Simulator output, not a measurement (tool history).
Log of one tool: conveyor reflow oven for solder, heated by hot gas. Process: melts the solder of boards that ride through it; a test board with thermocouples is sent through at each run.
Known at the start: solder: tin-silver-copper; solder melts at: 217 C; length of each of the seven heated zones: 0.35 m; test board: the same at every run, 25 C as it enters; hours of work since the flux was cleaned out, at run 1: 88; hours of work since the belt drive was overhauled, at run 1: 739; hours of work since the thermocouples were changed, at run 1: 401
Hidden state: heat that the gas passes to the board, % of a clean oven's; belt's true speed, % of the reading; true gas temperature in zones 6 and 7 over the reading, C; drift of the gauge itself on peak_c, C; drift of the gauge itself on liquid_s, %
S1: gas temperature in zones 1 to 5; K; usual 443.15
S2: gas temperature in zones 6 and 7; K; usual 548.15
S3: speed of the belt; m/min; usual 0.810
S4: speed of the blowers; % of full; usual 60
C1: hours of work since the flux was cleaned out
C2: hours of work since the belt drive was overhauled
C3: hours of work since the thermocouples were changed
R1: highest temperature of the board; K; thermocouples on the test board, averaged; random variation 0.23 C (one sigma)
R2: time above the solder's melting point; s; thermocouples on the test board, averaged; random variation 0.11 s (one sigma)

run,hour,S1,S2,S3,S4,C1,C2,C3,R1,R2
1,0.0,443.15,548.15,0.810,60,88,739,401,530.75,40.9
2,21.7,443.15,548.15,0.810,60,102,754,416,530.15,41.0
3,40.0,443.15,548.15,0.810,60,114,766,428,530.35,41.1
4,63.2,443.15,548.15,0.810,60,129,781,443,530.65,41.1
5,102.9,446.15,548.15,0.810,60,156,807,469,531.05,41.9
6,129.6,446.15,548.15,0.948,60,173,825,487,524.95,32.6
7,155.5,446.15,548.15,0.948,60,190,842,504,524.75,32.5
8,196.2,443.15,548.15,0.894,60,217,869,531,526.45,35.1
9,214.8,443.15,548.15,0.894,60,229,881,543,526.05,34.8
10,255.7,443.15,548.15,0.788,60,256,908,570,531.05,42.7
11,274.1,443.15,548.15,0.788,60,269,920,582,531.05,42.7
12,312.3,451.15,548.15,0.810,60,294,945,608,530.95,43.5
13,339.4,443.15,548.15,0.810,60,312,963,625,529.55,40.7
14,375.2,443.15,548.15,0.713,60,335,987,649,533.55,49.0
15,395.3,443.15,548.15,0.713,60,349,1000,662,534.15,49.2
16,434.2,433.15,548.15,0.673,63,374,1026,688,534.85,50.6
17,470.7,443.15,548.15,0.810,67,398,1050,712,530.75,41.9
# hour 479.1: belt drive overhauled, speed set with a stopwatch
# hour 508.7: flux residue cleaned out of gas plates and filters
18,520.5,443.15,548.15,0.810,67,8,24,739,531.55,40.6

Forecast run 19:
19,557.8,434.15,559.15,0.810,56,32,49,764,?,?

R1: 536.55 K
R2: 40.6 s
Without the tool's hidden state the same run would have given R1 537.25 K, R2 40.8 s.
